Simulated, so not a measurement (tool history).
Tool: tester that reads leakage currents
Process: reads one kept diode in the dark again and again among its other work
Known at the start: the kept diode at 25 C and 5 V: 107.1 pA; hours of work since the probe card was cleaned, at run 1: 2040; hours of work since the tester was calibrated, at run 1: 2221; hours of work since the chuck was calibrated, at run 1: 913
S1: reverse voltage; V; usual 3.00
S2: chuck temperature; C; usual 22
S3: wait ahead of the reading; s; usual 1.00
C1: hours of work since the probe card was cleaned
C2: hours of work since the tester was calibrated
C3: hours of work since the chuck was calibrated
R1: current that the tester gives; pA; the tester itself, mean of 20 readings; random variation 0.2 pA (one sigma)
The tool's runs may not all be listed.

run,hour,S1,S2,S3,C1,C2,C3,R1
1,0.0,3.00,22,1.00,2040,2221,913,71.52
2,98.2,3.00,22,1.00,2079,2261,953,72.11
# hour 132.6: chuck's temperature calibrated
3,266.0,3.00,22,1.00,2146,2327,54,69.81
4,393.6,3.00,22,1.00,2197,2379,105,70.31
5,484.2,3.00,22,1.00,2233,2415,141,70.21
6,586.1,3.00,24,1.00,2274,2456,182,81.01
7,708.3,3.00,24,1.00,2324,2505,231,81.39
8,862.5,3.00,24,1.00,2385,2567,293,82.29
9,940.9,14.61,24,1.00,2417,2599,325,215.30
10,1108.6,3.00,22,1.00,2484,2666,392,71.89
# hour 1186.3: tester calibrated
11,1203.8,3.00,22,1.00,2522,7,430,69.65
12,1315.5,3.00,38,1.00,2567,52,474,210.50
13,1465.5,3.00,22,1.00,2627,112,535,70.94
14,1600.0,3.00,22,1.00,2681,166,589,70.69
15,1737.1,3.00,22,1.00,2736,221,644,70.82
16,1827.6,3.00,46,1.00,2772,258,680,357.98
17,1937.2,3.00,22,1.00,2816,302,724,71.06
18,2040.5,3.00,22,1.00,2858,343,766,71.35
# hour 2131.4: probe card cleaned and baked
19,2153.7,3.00,22,1.00,9,387,810,74.81
20,2314.9,3.00,22,1.00,74,452,875,75.05
21,2477.1,3.00,23,4.97,139,517,940,79.90
# hour 2539.9: chuck's temperature calibrated
22,2610.1,3.00,23,4.97,191,570,28,76.31
# hour 2683.5: probe card cleaned and baked, once more
23,2708.9,3.08,23,5.95,10,608,67,70.81
24,2832.7,3.08,23,5.95,60,658,116,70.68
25,2968.9,3.08,23,5.95,115,713,171,70.57
26,3107.8,3.00,22,1.28,170,769,227,65.34
27,3208.1,3.00,43,1.79,211,809,267,286.51
28,3313.3,3.00,43,1.79,253,851,309,287.42
29,3386.4,3.00,41,1.00,282,881,339,252.49
30,3478.2,3.00,41,1.00,319,917,376,250.76
31,3627.6,8.82,22,1.00,379,977,436,126.26
32,3746.6,3.00,22,7.59,427,1025,484,66.73
33,3868.1,2.22,22,1.02,476,1074,532,56.75
34,3947.8,2.22,56,7.29,508,1106,564,554.74
35,4083.8,2.22,56,7.29,562,1161,619,555.17
36,4232.9,2.22,56,7.29,622,1221,679,558.20
37,4306.6,2.22,56,4.26,652,1250,708,558.97
38,4391.4,2.22,56,4.26,686,1284,743,558.04
39,4490.1,13.69,25,3.06,726,1324,782,207.29
40,4596.8,3.00,50,0.31,769,1367,825,462.20

Forecast each of these 3 alternatives for the next run:
A,4761.2,3.00,22,0.49,835,1433,891,?
B,4761.2,2.07,49,0.40,835,1433,891,?
C,4761.2,1.56,39,0.31,835,1433,891,?

run,R1
A,70.14
B,353.60
C,156.29
Without the tool's hidden state the same runs would have given:
run,R1
A,65.22
B,336.32
C,148.07

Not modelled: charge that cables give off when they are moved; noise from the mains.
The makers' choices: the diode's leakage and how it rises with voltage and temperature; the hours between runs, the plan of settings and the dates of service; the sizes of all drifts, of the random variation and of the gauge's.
